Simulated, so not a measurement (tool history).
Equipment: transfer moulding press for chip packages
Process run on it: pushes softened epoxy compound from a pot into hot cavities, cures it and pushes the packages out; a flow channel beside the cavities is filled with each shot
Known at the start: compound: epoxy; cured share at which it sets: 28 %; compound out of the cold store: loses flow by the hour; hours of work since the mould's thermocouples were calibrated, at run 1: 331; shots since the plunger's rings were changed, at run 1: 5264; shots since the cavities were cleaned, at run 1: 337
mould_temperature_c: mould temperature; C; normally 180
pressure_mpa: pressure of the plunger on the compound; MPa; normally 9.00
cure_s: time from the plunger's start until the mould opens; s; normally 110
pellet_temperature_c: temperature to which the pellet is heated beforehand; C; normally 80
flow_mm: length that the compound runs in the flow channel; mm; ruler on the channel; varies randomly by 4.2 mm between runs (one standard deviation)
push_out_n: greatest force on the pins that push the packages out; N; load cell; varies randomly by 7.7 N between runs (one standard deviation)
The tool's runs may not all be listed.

run,hour,mould_temperature_c,pressure_mpa,cure_s,pellet_temperature_c,hours of work since the mould's thermocouples were calibrated,shots since the plunger's rings were changed,shots since the cavities were cleaned,incoming compound's hours out of the cold store,flow_mm,push_out_n
1,0.0,180,9.00,110,80,331,5264,337,15.0,526,468
2,17.0,180,9.00,115,80,340,5391,464,42.2,462,471
3,27.5,180,9.00,115,80,345,5469,542,46.8,453,469
4,44.5,180,9.00,110,85,353,5596,669,12.8,532,518
5,61.5,180,9.00,110,80,361,5723,796,30.7,493,569
6,75.9,180,9.00,110,80,368,5830,903,44.8,454,547
# hour 85.8: cavities cleaned with cleaning compound and waxed
7,87.9,180,9.00,123,80,373,5909,16,14.2,534,299
8,98.5,180,8.13,110,80,379,5987,94,8.3,518,366
9,105.8,180,8.13,110,80,382,6042,149,45.9,433,361
10,118.9,180,8.13,110,80,389,6140,247,34.9,449,413
11,133.3,180,8.13,110,80,395,6247,354,35.5,452,440
12,142.9,180,9.00,110,88,400,6318,425,38.2,463,478
# hour 145.9: mould's thermocouples calibrated
13,154.7,180,9.00,94,88,4,6392,499,24.7,485,587
14,169.2,180,9.00,110,77,11,6500,607,12.6,519,507
15,182.4,180,9.00,112,77,18,6599,706,45.4,451,515
16,195.7,180,9.00,112,77,24,6697,804,17.2,506,526
# hour 200.0: mould's thermocouples calibrated, once more
17,209.0,180,8.66,150,72,4,6782,889,19.8,500,492
# hour 216.7: plunger's sealing rings changed
# hour 222.8: cavities cleaned with cleaning compound and waxed
18,225.5,183,9.99,143,87,10,54,20,39.7,540,276
19,232.5,183,9.99,143,87,14,106,72,46.4,525,311
20,248.4,183,9.99,109,80,22,225,191,24.5,575,378
21,259.6,183,9.99,109,80,27,308,274,12.8,612,402
22,270.5,181,9.99,109,80,32,390,356,12.6,624,472
23,287.1,180,9.00,110,80,40,514,480,27.4,549,510
24,296.9,186,9.00,138,80,45,587,553,33.9,511,443
25,307.1,176,7.54,138,81,50,663,629,14.3,551,508
26,321.7,176,7.54,138,81,57,772,738,13.6,548,535
27,335.0,177,9.39,126,74,64,871,837,26.0,564,527
28,342.7,176,8.66,102,74,67,929,895,29.3,543,894
# hour 353.0: cavities cleaned with cleaning compound and waxed
29,358.6,178,8.12,111,72,74,1036,41,44.1,484,394

Consider 3 possible next runs. They are alternatives, not a sequence: every one starts from the tool as it was left by run 29. What does each give?
A,366.3,184,9.00,110,80,78,1093,98,41.4,?,?
B,366.3,178,9.55,98,85,78,1093,98,21.1,?,?
C,366.3,184,9.00,110,80,78,1093,98,26.8,?,?

run,flow_mm,push_out_n
A,500,344
B,591,554
C,535,344
Stripped of hidden state, with their random variation kept, the same runs would have yielded:
run,flow_mm,push_out_n
A,511,295
B,604,485
C,546,295
